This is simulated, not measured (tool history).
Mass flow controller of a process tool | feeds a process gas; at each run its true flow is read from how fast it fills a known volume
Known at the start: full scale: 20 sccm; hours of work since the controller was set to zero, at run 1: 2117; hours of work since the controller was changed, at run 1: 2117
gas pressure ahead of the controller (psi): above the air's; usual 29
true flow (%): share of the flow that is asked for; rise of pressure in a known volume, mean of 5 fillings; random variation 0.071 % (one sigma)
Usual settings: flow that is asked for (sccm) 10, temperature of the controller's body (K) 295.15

run	hour	flow that is asked for (sccm)	gas pressure ahead of the controller (psi)	temperature of the controller's body (K)	hours of work since the controller was set to zero	hours of work since the controller was changed	true flow (%)
1	0	10	29	295.15	2117	2117	101.16
2	485.3	10	29	295.15	2324	2324	101.35
3	966	10	29	295.15	2530	2530	101.47
4	1535.9	10	29	295.15	2774	2774	101.44
5	2044.6	10	33.9	295.15	2992	2992	101.37
6	2605.5	10	33.9	311.15	3232	3232	100.01
7	3132.7	10	33.9	311.15	3458	3458	99.96
8	3659.9	10	33.9	311.15	3684	3684	100.08
9	4053.4	15	29	295.15	3852	3852	101.86
10	4422.7	15	29	295.15	4010	4010	101.86
11	4887.4	15	29	295.15	4209	4209	102.03
12	5252.3	15	29	295.15	4365	4365	102
13	5591.3	15	29	295.15	4510	4510	102.16
14	5961.1	15	29.6	295.15	4669	4669	102.18
15	6455	10	29	295.15	4880	4880	102.49
16	6919.4	10	22.3	295.15	5079	5079	102.86
17	7267.6	10	22.3	295.15	5228	5228	103.01
18	7760.7	10	29	301.15	5439	5439	102.05
19	8323.7	10	29	301.15	5680	5680	102.21
20	8617.4	10	29	301.15	5806	5806	102.25
21	9134.2	10	29	301.15	6027	6027	102.38
22	9670.3	10	29	301.15	6257	6257	102.52
# hour 10064.3: controller exchanged for a calibrated one
23	10234	10	29	301.15	73	73	99.02
24	10777	5	28.3	306.15	305	305	98.65
25	11310.3	5	25.2	295.15	533	533	100.2
26	11657.1	2	31	310.15	682	682	98.7
27	11909.1	2	31	310.15	790	790	98.93
28	12154.5	2	31	310.15	895	895	99.02
29	12393.5	2	26.7	297.15	997	997	100.62
30	12937.8	12	29.6	296.15	1230	1230	100.23
31	13268.5	10	31.5	299.15	1372	1372	99.84
32	13618	10	35.2	294.15	1521	1521	100.33
33	14011.5	10	35.2	306.15	1690	1690	99.12
34	14591.2	4	29	295.15	1938	1938	100.94
35	14908.9	10	39.5	295.15	2074	2074	100.26
36	15337.8	10	39.5	295.15	2258	2258	100.46
37	15591.6	20	39	311.15	2366	2366	98.87
38	16031.6	5	31.2	311.15	2555	2555	99.47
39	16477.7	5	31.2	311.15	2746	2746	99.68
40	16995	3	21.5	313.15	2967	2967	100.33
41	17533.8	3	21.5	313.15	3198	3198	100.61
42	17927.5	3	21.5	313.15	3367	3367	100.91

Forecast each of these 3 alternatives for the next run:
A	18228.2	4	29	296.15	3495	3495	?
B	18228.2	3	23.8	305.15	3495	3495	?
C	18228.2	5	38.6	307.15	3495	3495	?

run	true flow (%)
A	101.89
B	101.6
C	100.22
Without the tool's hidden state the same runs would have given:
run	true flow (%)
A	99.85
B	99.1
C	98.45

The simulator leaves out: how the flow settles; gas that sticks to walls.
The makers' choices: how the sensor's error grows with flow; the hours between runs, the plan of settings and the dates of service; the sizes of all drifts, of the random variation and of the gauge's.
